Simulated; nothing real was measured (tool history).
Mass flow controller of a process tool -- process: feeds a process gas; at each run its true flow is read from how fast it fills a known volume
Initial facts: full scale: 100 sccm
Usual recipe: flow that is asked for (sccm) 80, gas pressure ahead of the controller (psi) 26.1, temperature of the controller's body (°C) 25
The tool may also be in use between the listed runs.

run,hour,flow that is asked for (sccm),gas pressure ahead of the controller (psi),temperature of the controller's body (°C),true flow (%)
1,0.0,80,26.1,25,99.29
2,138.1,80,26.1,27,99.19
3,235.4,80,26.1,25,99.36
4,298.6,24,26.1,25,97.67
5,361.3,80,26.1,25,99.24
6,477.7,80,26.1,25,99.24
7,541.0,80,26.1,25,99.19
8,648.1,80,26.1,24,99.31
9,739.7,52,31.0,24,98.83
10,804.4,99,37.4,24,100.27
11,891.2,17,37.4,30,97.97
12,966.3,63,35.1,30,99.00
13,1111.7,25,31.0,25,97.98
14,1258.1,13,23.2,32,97.25
15,1321.0,40,30.5,35,98.19
16,1393.7,38,22.0,25,98.10

Here are 5 independent what-if runs from the current tool condition. What would each one return?
A,1500.2,46,26.1,25,?
B,1500.2,38,22.0,33,?
C,1500.2,80,22.0,40,?
D,1500.2,71,26.3,32,?
E,1500.2,97,33.4,23,?

run,true flow (%)
A,98.39
B,97.75
C,98.76
D,99.00
E,100.17
Without the tool's unlogged condition, the same runs would have read:
run,true flow (%)
A,98.39
B,97.75
C,98.76
D,99.00
E,100.17
